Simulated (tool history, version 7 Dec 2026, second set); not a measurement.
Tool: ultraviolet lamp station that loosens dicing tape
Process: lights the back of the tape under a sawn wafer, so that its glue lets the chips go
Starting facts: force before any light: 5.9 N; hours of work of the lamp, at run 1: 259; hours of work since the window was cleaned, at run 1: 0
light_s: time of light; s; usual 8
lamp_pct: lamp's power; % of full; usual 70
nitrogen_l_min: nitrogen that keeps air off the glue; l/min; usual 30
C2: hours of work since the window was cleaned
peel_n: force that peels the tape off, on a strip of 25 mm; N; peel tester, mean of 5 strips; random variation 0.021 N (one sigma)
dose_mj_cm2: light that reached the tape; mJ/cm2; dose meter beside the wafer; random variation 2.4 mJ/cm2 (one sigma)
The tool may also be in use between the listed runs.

Run 1, day 0.000: usual settings; hours of work of the lamp 259; C2 0. Result: peel_n 1.283 N, dose_mj_cm2 244 mJ/cm2.
Run 2, day 0.746: usual settings but lamp_pct 98 % of full; hours of work of the lamp 271; C2 12. Result: peel_n 0.755 N, dose_mj_cm2 336 mJ/cm2.
Run 3, day 1.621: usual settings but lamp_pct 73 % of full; hours of work of the lamp 286; C2 27. Result: peel_n 1.207 N, dose_mj_cm2 254 mJ/cm2.
Run 4, day 2.271: usual settings but light_s 5 s; hours of work of the lamp 297; C2 38. Result: peel_n 2.214 N, dose_mj_cm2 154 mJ/cm2.
Run 5, day 2.908: usual settings but light_s 5 s, lamp_pct 75 % of full; hours of work of the lamp 307; C2 49. Result: peel_n 2.067 N, dose_mj_cm2 158 mJ/cm2.
Run 6, day 3.583: usual settings but light_s 5 s, lamp_pct 75 % of full; hours of work of the lamp 319; C2 60. Result: peel_n 2.039 N, dose_mj_cm2 161 mJ/cm2.
Run 7, day 4.217: usual settings but light_s 9 s, nitrogen_l_min 35 l/min; hours of work of the lamp 329; C2 70. Result: peel_n 1.032 N, dose_mj_cm2 262 mJ/cm2.
Run 8, day 5.238: usual settings but light_s 9 s, nitrogen_l_min 35 l/min; hours of work of the lamp 346; C2 88. Result: peel_n 1.052 N, dose_mj_cm2 261 mJ/cm2.
Run 9, day 5.912: usual settings but light_s 10 s, nitrogen_l_min 21 l/min; hours of work of the lamp 358; C2 99. Result: peel_n 1.137 N, dose_mj_cm2 285 mJ/cm2.
Run 10, day 6.562: usual settings but light_s 5 s, nitrogen_l_min 41 l/min; hours of work of the lamp 369; C2 110. Result: peel_n 2.118 N, dose_mj_cm2 140 mJ/cm2.
Run 11, day 7.588: usual settings but light_s 10 s, lamp_pct 97 % of full, nitrogen_l_min 24 l/min; hours of work of the lamp 386; C2 127. Result: peel_n 0.680 N, dose_mj_cm2 389 mJ/cm2.

Each row is a separate what-if for the run after 11, all from the same tool condition, not one after another. Results?
Run A, day 8.358: usual settings but light_s 7 s, lamp_pct 97 % of full, nitrogen_l_min 28 l/min; hours of work of the lamp 399; C2 140. Result: peel_n ?, dose_mj_cm2 ?.
Run B, day 8.358: usual settings but light_s 10 s, lamp_pct 98 % of full, nitrogen_l_min 24 l/min; hours of work of the lamp 399; C2 140. Result: peel_n ?, dose_mj_cm2 ?.
Run C, day 8.358: usual settings but light_s 11 s, lamp_pct 92 % of full; hours of work of the lamp 399; C2 140. Result: peel_n ?, dose_mj_cm2 ?.

run  peel_n  dose_mj_cm2
  A   1.098          271
  B   0.657          391
  C   0.563          406
With the hidden condition removed and each run's random variation left untouched, the same runs would have given:
run  peel_n  dose_mj_cm2
  A   0.774          339
  B   0.457          490
  C   0.395          508

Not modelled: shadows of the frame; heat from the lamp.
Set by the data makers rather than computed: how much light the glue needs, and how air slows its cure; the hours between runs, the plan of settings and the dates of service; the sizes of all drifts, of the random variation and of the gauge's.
